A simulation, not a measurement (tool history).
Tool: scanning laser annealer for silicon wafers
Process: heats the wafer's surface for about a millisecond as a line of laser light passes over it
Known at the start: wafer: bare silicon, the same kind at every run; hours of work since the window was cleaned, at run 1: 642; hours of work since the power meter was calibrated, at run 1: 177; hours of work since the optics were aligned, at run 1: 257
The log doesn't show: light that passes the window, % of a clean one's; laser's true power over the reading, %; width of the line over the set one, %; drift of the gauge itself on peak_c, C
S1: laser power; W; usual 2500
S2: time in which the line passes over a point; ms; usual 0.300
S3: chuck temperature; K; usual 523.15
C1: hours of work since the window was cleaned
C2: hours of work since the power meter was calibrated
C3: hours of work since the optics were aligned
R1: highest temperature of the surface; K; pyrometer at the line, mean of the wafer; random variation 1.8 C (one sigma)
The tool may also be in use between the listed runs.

Run 1, hour 0.0: usual settings; C1 642; C2 177; C3 257. Result: R1 1297.15 K.
Run 2, hour 20.4: usual settings but S1 2462 W; C1 651; C2 187; C3 266. Result: R1 1279.15 K.
Run 3, hour 42.0: usual settings but S1 2462 W; C1 662; C2 197; C3 277. Result: R1 1278.15 K.
Run 4, hour 63.4: usual settings but S1 2462 W; C1 672; C2 207; C3 287. Result: R1 1275.15 K.
Run 5, hour 84.1: usual settings but S1 2462 W; C1 682; C2 217; C3 297. Result: R1 1276.15 K.
Run 6, hour 99.3: usual settings but S1 2357 W, S2 0.224 ms; C1 689; C2 225; C3 304. Result: R1 1128.15 K.

Run 7 comes next. What will it give?
Run 7, hour 116.1: usual settings but S1 2710 W, S2 0.364 ms, S3 516.15 K; C1 697; C2 232; C3 312. Result: R1 ?.

{"run 7": {"R1": 1468.15}}
Without the tool's hidden state the same run would have given R1 1524.15 K.
